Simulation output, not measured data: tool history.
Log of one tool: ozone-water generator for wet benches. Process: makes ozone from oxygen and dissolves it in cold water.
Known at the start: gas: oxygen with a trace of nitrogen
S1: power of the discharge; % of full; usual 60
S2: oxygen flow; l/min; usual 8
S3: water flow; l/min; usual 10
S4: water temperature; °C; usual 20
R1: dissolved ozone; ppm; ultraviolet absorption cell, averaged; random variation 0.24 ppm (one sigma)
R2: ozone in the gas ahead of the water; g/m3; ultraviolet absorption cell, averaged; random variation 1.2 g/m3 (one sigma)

run 1 hour=0 | S1=60 S2=8 S3=10 S4=20 | R1=33 R2=198.5
run 2 hour=73.8 | S1=60 S2=8 S3=10 S4=20 | R1=32.6 R2=197.7
run 3 hour=129.5 | S1=60 S2=8 S3=10 S4=20 | R1=32.7 R2=199.9
run 4 hour=188.6 | S1=42 S2=8 S3=10 S4=20 | R1=26.8 R2=160.1
run 5 hour=228.9 | S1=42 S2=8 S3=10 S4=20 | R1=26.6 R2=162.1
run 6 hour=291.3 | S1=42 S2=8 S3=10 S4=20 | R1=26.6 R2=160.9
-- hour=332.6 contactor cleaned
run 7 hour=332.6 | S1=42 S2=8 S3=10 S4=20 | R1=27.3 R2=160.5
run 8 hour=367.3 | S1=42 S2=8 S3=10 S4=20 | R1=27.5 R2=162.2
run 9 hour=402.9 | S1=60 S2=8 S3=10 S4=20 | R1=33.2 R2=199.3
run 10 hour=462.8 | S1=60 S2=8 S3=10 S4=20 | R1=33.3 R2=193.9
run 11 hour=509.5 | S1=60 S2=8 S3=10 S4=24 | R1=30.5 R2=196.5
run 12 hour=562.6 | S1=60 S2=8 S3=10 S4=24 | R1=30.2 R2=194.8
run 13 hour=597.1 | S1=60 S2=8 S3=10 S4=26 | R1=29.1 R2=195.7
run 14 hour=643.8 | S1=60 S2=8 S3=10 S4=12 | R1=39.8 R2=197.4
run 15 hour=680.7 | S1=60 S2=8 S3=10 S4=12 | R1=39.6 R2=195.9
run 16 hour=726.2 | S1=49 S2=8 S3=10 S4=12 | R1=35.3 R2=173.6
run 17 hour=781.7 | S1=60 S2=5.71 S3=10 S4=20 | R1=33.5 R2=221.3
run 18 hour=846.1 | S1=60 S2=5.71 S3=10 S4=20 | R1=33.8 R2=219.2
run 19 hour=902.2 | S1=81 S2=8.09 S3=6 S4=27 | R1=40.1 R2=231.8
run 20 hour=938.6 | S1=89 S2=7.77 S3=13 S4=20 | R1=36 R2=248.7
run 21 hour=1010.1 | S1=46 S2=8 S3=8 S4=20 | R1=30.6 R2=166.5
run 22 hour=1063.2 | S1=85 S2=8 S3=7 S4=22 | R1=44.4 R2=237.5
run 23 hour=1135.1 | S1=40 S2=8 S3=8 S4=12 | R1=34.4 R2=155.8
run 24 hour=1209.3 | S1=40 S2=8 S3=8 S4=12 | R1=34.6 R2=153.7
run 25 hour=1272.9 | S1=97 S2=8.42 S3=10 S4=17 | R1=46.3 R2=250.4
run 26 hour=1311.8 | S1=45 S2=12.98 S3=10 S4=15 | R1=29.5 R2=136.9
run 27 hour=1355.7 | S1=62 S2=10.68 S3=15 S4=20 | R1=26.4 R2=179.5
run 28 hour=1420.4 | S1=60 S2=7.1 S3=15 S4=15 | R1=29.3 R2=201.6
run 29 hour=1484.2 | S1=79 S2=8.12 S3=10 S4=20 | R1=37.7 R2=226.6
run 30 hour=1519.1 | S1=62 S2=7.66 S3=10 S4=13 | R1=38.8 R2=199.5
run 31 hour=1557.8 | S1=61 S2=5.17 S3=10 S4=15 | R1=36.7 R2=231.1
run 32 hour=1608.2 | S1=60 S2=8 S3=10 S4=22 | R1=30.6 R2=194.7
run 33 hour=1657.9 | S1=60 S2=8 S3=10 S4=22 | R1=31 R2=193.6

Hidden state or all else? Some run-to-run changes of R1, split into what the settings, what came in and random variation would give without the hidden state, and what is left for the hidden state (with any gauge scatter that isn't in both results):
The hidden state here: yield of the discharge, % of new electrodes'; contactor's efficiency, % of a clean one's; true water temperature over the reading, C; drift of the gauge itself on ozone_ppm, %; drift of the gauge itself on gas_g_m3, %.
Run 21 -> 22: S1 46 -> 85, S3 8 -> 7, S4 20 -> 22. R1 +13.8 ppm: hidden state -2.6, all else +16.4.
Run 24 -> 25: S1 40 -> 97, S2 8 -> 8.42, S3 8 -> 10, S4 12 -> 17. R1 +11.7 ppm: hidden state -3.2, all else +14.9.
Run 25 -> 26: S1 97 -> 45, S2 8.42 -> 12.98, S4 17 -> 15. R1 -16.8 ppm: hidden state +3.3, all else -20.1.
